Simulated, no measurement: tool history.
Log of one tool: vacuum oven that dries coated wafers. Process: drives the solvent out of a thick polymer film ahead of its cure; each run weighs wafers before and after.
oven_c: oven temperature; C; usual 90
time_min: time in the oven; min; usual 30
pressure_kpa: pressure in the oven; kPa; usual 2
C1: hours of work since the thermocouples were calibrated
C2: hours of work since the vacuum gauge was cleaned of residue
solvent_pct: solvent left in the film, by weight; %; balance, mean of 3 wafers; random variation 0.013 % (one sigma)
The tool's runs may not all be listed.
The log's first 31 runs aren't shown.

run 32 day=94.646 | oven_c=79 time_min=25 pressure_kpa=1.43 | C1=52 C2=1181 | solvent_pct=5.2
run 33 day=96.808 | oven_c=105 time_min=30 pressure_kpa=2.18 | C1=86 C2=1215 | solvent_pct=1.86
run 34 day=100.746 | oven_c=79 time_min=51 pressure_kpa=2.71 | C1=148 C2=1277 | solvent_pct=6.19
run 35 day=104.35 | oven_c=90 time_min=31 pressure_kpa=7.1 | C1=205 C2=1334 | solvent_pct=9.82
run 36 day=107.992 | oven_c=90 time_min=31 pressure_kpa=7.1 | C1=263 C2=1391 | solvent_pct=9.84
run 37 day=111.712 | oven_c=90 time_min=17 pressure_kpa=7.1 | C1=321 C2=1450 | solvent_pct=10.38
-- day=113.225 vacuum gauge cleaned of residue and calibrated
run 38 day=113.588 | oven_c=90 time_min=17 pressure_kpa=7.1 | C1=350 C2=6 | solvent_pct=10.11
run 39 day=116.604 | oven_c=90 time_min=15 pressure_kpa=1.1 | C1=398 C2=53 | solvent_pct=3.57
run 40 day=119.812 | oven_c=90 time_min=15 pressure_kpa=1.1 | C1=448 C2=104 | solvent_pct=3.59
run 41 day=122.954 | oven_c=90 time_min=15 pressure_kpa=1.1 | C1=498 C2=154 | solvent_pct=3.61
run 42 day=126.05 | oven_c=87 time_min=30 pressure_kpa=1.55 | C1=547 C2=203 | solvent_pct=2.87
run 43 day=128.858 | oven_c=90 time_min=21 pressure_kpa=2 | C1=591 C2=247 | solvent_pct=3.61
run 44 day=132.225 | oven_c=90 time_min=46 pressure_kpa=2.73 | C1=644 C2=300 | solvent_pct=3.65
run 45 day=134.079 | oven_c=104 time_min=46 pressure_kpa=2.73 | C1=674 C2=329 | solvent_pct=2.2
run 46 day=137.296 | oven_c=100 time_min=30 pressure_kpa=4.49 | C1=724 C2=380 | solvent_pct=4.09

3 ways to go on from here, each from the tool as it stands after run 46. What would each give?
run A day=139.283 | oven_c=100 time_min=35 pressure_kpa=4.49 | C1=756 C2=412 | solvent_pct=?
run B day=139.283 | oven_c=94 time_min=34 pressure_kpa=7.4 | C1=756 C2=412 | solvent_pct=?
run C day=139.283 | oven_c=100 time_min=41 pressure_kpa=4.49 | C1=756 C2=412 | solvent_pct=?

run=A solvent_pct=4.07
run=B solvent_pct=8.33
run=C solvent_pct=4.06
Without the tool's hidden state the same runs would have given:
run=A solvent_pct=4.11
run=B solvent_pct=8.47
run=C solvent_pct=4.1
